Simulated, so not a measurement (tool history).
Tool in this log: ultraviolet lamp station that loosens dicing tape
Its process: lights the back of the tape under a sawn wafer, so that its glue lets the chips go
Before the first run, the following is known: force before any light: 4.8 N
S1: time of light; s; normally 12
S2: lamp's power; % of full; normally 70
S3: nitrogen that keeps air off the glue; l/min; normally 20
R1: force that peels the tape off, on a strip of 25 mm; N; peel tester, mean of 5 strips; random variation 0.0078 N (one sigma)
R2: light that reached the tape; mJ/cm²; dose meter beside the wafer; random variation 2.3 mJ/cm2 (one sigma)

Run 1, hour 0.0: usual settings. Result: R1 0.442 N, R2 189 mJ/cm².
Run 2, hour 36.5: usual settings. Result: R1 0.433 N, R2 183 mJ/cm².
Run 3, hour 58.4: usual settings. Result: R1 0.448 N, R2 184 mJ/cm².
Run 4, hour 78.1: usual settings but S1 8 s. Result: R1 0.969 N, R2 127 mJ/cm².
Run 5, hour 115.4: usual settings but S1 8 s. Result: R1 0.956 N, R2 125 mJ/cm².
Run 6, hour 152.4: usual settings but S1 8 s. Result: R1 0.954 N, R2 121 mJ/cm².
Run 7, hour 190.1: usual settings but S1 8 s. Result: R1 0.964 N, R2 125 mJ/cm².
Run 8, hour 214.3: usual settings but S1 8 s. Result: R1 0.836 N, R2 131 mJ/cm².
Run 9, hour 249.7: usual settings but S1 8 s. Result: R1 0.877 N, R2 132 mJ/cm².
Run 10, hour 266.1: usual settings but S1 14 s, S2 97 % of full, S3 8 l/min. Result: R1 0.247 N, R2 315 mJ/cm².
Run 11, hour 298.3: usual settings but S1 15 s, S2 81 % of full, S3 8 l/min. Result: R1 0.318 N, R2 281 mJ/cm².
Run 12, hour 314.8: usual settings but S1 15 s, S2 81 % of full, S3 8 l/min. Result: R1 0.314 N, R2 280 mJ/cm².
Run 13, hour 345.1: usual settings but S1 15 s, S2 81 % of full, S3 8 l/min. Result: R1 0.321 N, R2 277 mJ/cm².
Run 14, hour 361.4: usual settings but S1 15 s, S2 81 % of full, S3 8 l/min. Result: R1 0.331 N, R2 278 mJ/cm².
Run 15, hour 385.1: usual settings but S1 15 s, S2 81 % of full, S3 17 l/min. Result: R1 0.192 N, R2 275 mJ/cm².
Run 16, hour 422.5: usual settings but S1 11 s, S2 89 % of full, S3 21 l/min. Result: R1 0.297 N, R2 221 mJ/cm².
Run 17, hour 449.1: usual settings but S1 6 s, S2 96 % of full, S3 6 l/min. Result: R1 1.439 N, R2 130 mJ/cm².
Run 18, hour 471.1: usual settings but S2 79 % of full, S3 15 l/min. Result: R1 0.402 N, R2 208 mJ/cm².

Not shown here: 1 entry made in the log between runs. Locate each between two listed runs and compare the hidden state at the listed run before it with the hidden state at the listed run after it:
Between runs 7 and 8: window cleaned of glue's vapour (hour 213.2)
  lamp's light, % of a new lamp's: 90.2 -> 90; light that the window lets through, % of a clean one's: 92.7 -> 99.6
  the result without the hidden state subtracted from the measured one, R1: +0.251 -> +0.143 N; R2: -24 -> -15 mJ/cm²

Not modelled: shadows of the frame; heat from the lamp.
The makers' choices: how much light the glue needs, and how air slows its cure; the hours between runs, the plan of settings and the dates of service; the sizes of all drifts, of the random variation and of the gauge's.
